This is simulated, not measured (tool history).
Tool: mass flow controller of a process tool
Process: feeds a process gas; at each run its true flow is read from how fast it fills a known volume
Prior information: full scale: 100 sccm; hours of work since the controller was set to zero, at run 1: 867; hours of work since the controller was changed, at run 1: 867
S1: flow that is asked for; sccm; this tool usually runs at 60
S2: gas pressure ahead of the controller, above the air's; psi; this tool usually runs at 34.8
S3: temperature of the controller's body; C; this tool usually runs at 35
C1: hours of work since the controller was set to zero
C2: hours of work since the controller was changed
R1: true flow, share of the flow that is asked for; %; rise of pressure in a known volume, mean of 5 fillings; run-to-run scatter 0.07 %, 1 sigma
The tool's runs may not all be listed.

run	day	S1	S2	S3	C1	C2	R1
1	0	60	34.8	35	867	867	97.88
2	3.942	60	25.7	35	896	896	97.88
3	8.567	60	27.8	35	929	929	97.98
4	11.412	60	27.8	35	950	950	97.75
5	15.012	60	27.8	35	976	976	97.83
6	19.362	60	27.8	35	1007	1007	97.81
7	23.621	60	27.8	35	1038	1038	97.7
8	26.583	60	27.8	35	1059	1059	97.77
9	29.058	60	34.8	35	1077	1077	97.62
10	31.804	60	34.8	35	1097	1097	97.6
11	34.112	60	34.8	35	1114	1114	97.55
12	36.183	60	34.8	35	1129	1129	97.46
13	40.208	60	34.8	35	1158	1158	97.68
14	42.742	11	40.6	29	1176	1176	93.67
15	47.371	11	40.6	29	1209	1209	93.62

Run 16 has not been measured yet. What should we expect?
16	51.742	60	34.2	26	1241	1241	?

R1: 97.99 %
Take away the tool's hidden state, keep the run-to-run variation as it was, and the same run would have given R1 98.94 %.

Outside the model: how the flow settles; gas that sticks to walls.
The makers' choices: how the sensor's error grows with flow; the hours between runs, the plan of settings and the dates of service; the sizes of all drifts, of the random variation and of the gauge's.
